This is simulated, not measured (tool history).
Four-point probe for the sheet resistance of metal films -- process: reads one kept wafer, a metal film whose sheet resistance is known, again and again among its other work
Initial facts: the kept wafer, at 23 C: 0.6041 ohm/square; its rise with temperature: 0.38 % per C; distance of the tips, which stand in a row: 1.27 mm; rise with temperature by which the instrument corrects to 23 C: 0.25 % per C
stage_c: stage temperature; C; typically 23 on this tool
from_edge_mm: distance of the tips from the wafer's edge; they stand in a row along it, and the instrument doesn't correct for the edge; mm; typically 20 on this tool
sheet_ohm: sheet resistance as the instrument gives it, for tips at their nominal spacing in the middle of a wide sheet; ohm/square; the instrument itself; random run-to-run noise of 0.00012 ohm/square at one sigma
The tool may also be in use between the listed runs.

run	hour	stage_c	from_edge_mm	sheet_ohm
1	0.0	23	20	0.606366
2	37.5	23	16	0.607110
3	62.0	23	20	0.606403
4	95.4	23	20	0.606549
5	133.9	23	20	0.606400
6	188.2	23	20	0.606368
7	235.8	23	40	0.605407
8	273.1	23	40	0.605546
9	308.6	23	40	0.605440
10	339.1	22	20	0.605892
11	384.1	22	20	0.605715
12	419.1	22	20	0.605725
13	467.8	22	20	0.605858
14	512.1	22	20	0.605622
15	544.3	22	20	0.605618
16	589.6	22	45	0.604543
17	617.8	23	20	0.606347
18	674.7	23	20	0.606601
19	732.8	23	20	0.606557
20	791.8	23	20	0.606451
21	843.1	19	20	0.603232
22	893.6	30	20	0.611912
23	918.4	30	20	0.612007
24	962.6	25	25	0.607891
25	1022.2	25	25	0.607725
26	1056.9	27	54	0.608715
27	1113.5	27	54	0.608750
28	1145.0	31	4	0.642952
29	1194.4	31	30	0.612022
30	1236.8	31	30	0.612063
31	1267.3	22	37	0.604951
32	1308.9	18	7	0.611865
33	1344.1	18	7	0.611952
34	1397.9	28	53	0.609595
35	1422.6	28	53	0.609565
36	1450.1	28	53	0.609476
37	1497.0	23	30	0.605939
# hour 1504.1: stage's thermometer calibrated
38	1531.0	32	10	0.618462
39	1589.9	27	59	0.609551
40	1616.7	27	23	0.610286
41	1675.2	29	9	0.617369
42	1719.8	33	7	0.624645

Predict the results of run 43:
43	1747.9	34	7	?

Run 43 yielded sheet_ohm 0.625409 ohm/square.
On a tool with no hidden condition, and with the same random variation, this run would have come out at sheet_ohm 0.623168 ohm/square.
